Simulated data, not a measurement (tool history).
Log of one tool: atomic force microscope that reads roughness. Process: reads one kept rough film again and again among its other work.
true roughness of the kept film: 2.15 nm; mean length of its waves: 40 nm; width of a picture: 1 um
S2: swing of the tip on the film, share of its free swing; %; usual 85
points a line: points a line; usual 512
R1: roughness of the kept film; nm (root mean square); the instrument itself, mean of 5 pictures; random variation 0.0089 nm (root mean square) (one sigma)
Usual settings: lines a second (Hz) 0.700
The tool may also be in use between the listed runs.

{"run": 1, "day": 0.0, "lines a second (Hz)": 0.7, "S2": 85, "points a line": 512, "R1": 1.953}
{"run": 2, "day": 0.379, "lines a second (Hz)": 0.7, "S2": 85, "points a line": 512, "R1": 1.928}
{"run": 3, "day": 0.746, "lines a second (Hz)": 0.7, "S2": 85, "points a line": 512, "R1": 1.889}
{"run": 4, "day": 1.088, "lines a second (Hz)": 0.7, "S2": 85, "points a line": 512, "R1": 1.868}
{"day": 1.246, "done": "new tip fitted"}
{"run": 5, "day": 1.454, "lines a second (Hz)": 0.7, "S2": 85, "points a line": 512, "R1": 1.948}
{"run": 6, "day": 1.671, "lines a second (Hz)": 0.7, "S2": 85, "points a line": 512, "R1": 1.953}
{"run": 7, "day": 1.9, "lines a second (Hz)": 0.7, "S2": 85, "points a line": 512, "R1": 1.917}
{"run": 8, "day": 2.138, "lines a second (Hz)": 0.7, "S2": 85, "points a line": 512, "R1": 1.907}
{"run": 9, "day": 2.425, "lines a second (Hz)": 0.7, "S2": 85, "points a line": 522, "R1": 1.894}
{"run": 10, "day": 2.683, "lines a second (Hz)": 0.7, "S2": 85, "points a line": 522, "R1": 1.878}
{"day": 2.971, "done": "new tip fitted"}
{"run": 11, "day": 3.012, "lines a second (Hz)": 0.7, "S2": 59, "points a line": 512, "R1": 2.015}
{"run": 12, "day": 3.392, "lines a second (Hz)": 0.7, "S2": 59, "points a line": 512, "R1": 1.986}
{"run": 13, "day": 3.554, "lines a second (Hz)": 0.7, "S2": 85, "points a line": 512, "R1": 1.909}
{"run": 14, "day": 3.858, "lines a second (Hz)": 0.7, "S2": 65, "points a line": 512, "R1": 1.94}
{"run": 15, "day": 4.121, "lines a second (Hz)": 2.06, "S2": 85, "points a line": 512, "R1": 1.775}
{"run": 16, "day": 4.4, "lines a second (Hz)": 2.06, "S2": 85, "points a line": 512, "R1": 1.762}
{"day": 4.667, "done": "new tip fitted"}
{"run": 17, "day": 4.671, "lines a second (Hz)": 2.06, "S2": 85, "points a line": 512, "R1": 1.834}
{"run": 18, "day": 4.942, "lines a second (Hz)": 2.06, "S2": 85, "points a line": 512, "R1": 1.836}
{"day": 5.008, "done": "height scale calibrated on a step standard"}
{"run": 19, "day": 5.242, "lines a second (Hz)": 2.06, "S2": 85, "points a line": 512, "R1": 1.837}
{"run": 20, "day": 5.404, "lines a second (Hz)": 0.7, "S2": 85, "points a line": 512, "R1": 1.927}
{"run": 21, "day": 5.758, "lines a second (Hz)": 0.7, "S2": 85, "points a line": 512, "R1": 1.888}
{"run": 22, "day": 5.954, "lines a second (Hz)": 0.7, "S2": 85, "points a line": 512, "R1": 1.869}
{"run": 23, "day": 6.296, "lines a second (Hz)": 0.7, "S2": 85, "points a line": 577, "R1": 1.864}
{"day": 6.433, "done": "new tip fitted"}
{"run": 24, "day": 6.612, "lines a second (Hz)": 0.7, "S2": 85, "points a line": 577, "R1": 1.964}
{"run": 25, "day": 6.95, "lines a second (Hz)": 0.7, "S2": 85, "points a line": 577, "R1": 1.928}
{"run": 26, "day": 7.112, "lines a second (Hz)": 0.7, "S2": 85, "points a line": 577, "R1": 1.92}
{"day": 7.371, "done": "height scale calibrated on a step standard, once more"}
{"run": 27, "day": 7.475, "lines a second (Hz)": 0.7, "S2": 85, "points a line": 577, "R1": 1.901}
{"run": 28, "day": 7.758, "lines a second (Hz)": 2.841, "S2": 56, "points a line": 968, "R1": 1.916}
{"run": 29, "day": 7.933, "lines a second (Hz)": 2.841, "S2": 56, "points a line": 968, "R1": 1.884}
{"day": 8.175, "done": "new tip fitted"}
{"run": 30, "day": 8.254, "lines a second (Hz)": 3.616, "S2": 60, "points a line": 375, "R1": 1.934}
{"run": 31, "day": 8.438, "lines a second (Hz)": 0.7, "S2": 73, "points a line": 379, "R1": 1.961}
{"run": 32, "day": 8.758, "lines a second (Hz)": 3.574, "S2": 72, "points a line": 825, "R1": 1.838}
{"run": 33, "day": 9.108, "lines a second (Hz)": 3.406, "S2": 85, "points a line": 512, "R1": 1.693}
{"run": 34, "day": 9.3, "lines a second (Hz)": 0.863, "S2": 74, "points a line": 433, "R1": 1.898}
{"run": 35, "day": 9.654, "lines a second (Hz)": 3.344, "S2": 55, "points a line": 998, "R1": 1.877}
{"run": 36, "day": 9.838, "lines a second (Hz)": 3.344, "S2": 55, "points a line": 998, "R1": 1.868}
{"day": 9.888, "done": "new tip fitted"}
{"run": 37, "day": 10.183, "lines a second (Hz)": 1.897, "S2": 58, "points a line": 509, "R1": 1.975}
{"run": 38, "day": 10.5, "lines a second (Hz)": 0.612, "S2": 78, "points a line": 509, "R1": 1.944}
{"run": 39, "day": 10.812, "lines a second (Hz)": 0.612, "S2": 78, "points a line": 509, "R1": 1.934}
{"run": 40, "day": 11.021, "lines a second (Hz)": 0.7, "S2": 57, "points a line": 738, "R1": 1.945}
{"run": 41, "day": 11.258, "lines a second (Hz)": 0.7, "S2": 57, "points a line": 738, "R1": 1.926}
{"run": 42, "day": 11.467, "lines a second (Hz)": 3.066, "S2": 57, "points a line": 313, "R1": 1.86}
{"day": 11.588, "done": "new tip fitted"}
{"run": 43, "day": 11.817, "lines a second (Hz)": 3.066, "S2": 57, "points a line": 313, "R1": 1.96}
{"run": 44, "day": 12.1, "lines a second (Hz)": 3.066, "S2": 57, "points a line": 313, "R1": 1.937}
{"run": 45, "day": 12.317, "lines a second (Hz)": 1.95, "S2": 57, "points a line": 504, "R1": 1.955}
{"run": 46, "day": 12.592, "lines a second (Hz)": 1.25, "S2": 76, "points a line": 641, "R1": 1.913}
{"run": 47, "day": 12.796, "lines a second (Hz)": 1.126, "S2": 70, "points a line": 512, "R1": 1.914}
{"run": 48, "day": 13.125, "lines a second (Hz)": 1.126, "S2": 70, "points a line": 992, "R1": 1.882}
{"day": 13.304, "done": "new tip fitted"}
{"run": 49, "day": 13.388, "lines a second (Hz)": 1.992, "S2": 85, "points a line": 261, "R1": 1.843}
{"run": 50, "day": 13.604, "lines a second (Hz)": 1.992, "S2": 85, "points a line": 261, "R1": 1.829}
{"run": 51, "day": 13.883, "lines a second (Hz)": 0.678, "S2": 83, "points a line": 385, "R1": 1.933}
{"run": 52, "day": 14.05, "lines a second (Hz)": 0.806, "S2": 67, "points a line": 352, "R1": 1.94}
{"run": 53, "day": 14.25, "lines a second (Hz)": 0.806, "S2": 67, "points a line": 352, "R1": 1.939}

Hidden state or all else? Some run-to-run changes of R1, split into what the settings, what came in and random variation would give without the hidden state, and what is left for the hidden state (with any gauge scatter that isn't in both results):
The hidden state here: radius of the tip, nm; height scale over the true one, %; drift of the gauge itself on roughness_nm, %.
Run 14 -> 15: lines a second (Hz) 0.700 -> 2.060, S2 65 -> 85. R1 -0.165 nm (root mean square): hidden state -0.012, all else -0.153.
Run 16 -> 17: new tip fitted. R1 +0.072 nm (root mean square): hidden state +0.089, all else -0.017.
Run 32 -> 33: lines a second (Hz) 3.574 -> 3.406, S2 72 -> 85, points a line 825 -> 512. R1 -0.145 nm (root mean square): hidden state -0.017, all else -0.128.
Run 33 -> 34: lines a second (Hz) 3.406 -> 0.863, S2 85 -> 74, points a line 512 -> 433. R1 +0.205 nm (root mean square): hidden state -0.019, all else +0.224.
Run 42 -> 43: new tip fitted. R1 +0.100 nm (root mean square): hidden state +0.089, all else +0.011.
Run 48 -> 49: lines a second (Hz) 1.126 -> 1.992, S2 70 -> 85, points a line 992 -> 261, new tip fitted. R1 -0.039 nm (root mean square): hidden state +0.089, all else -0.128.
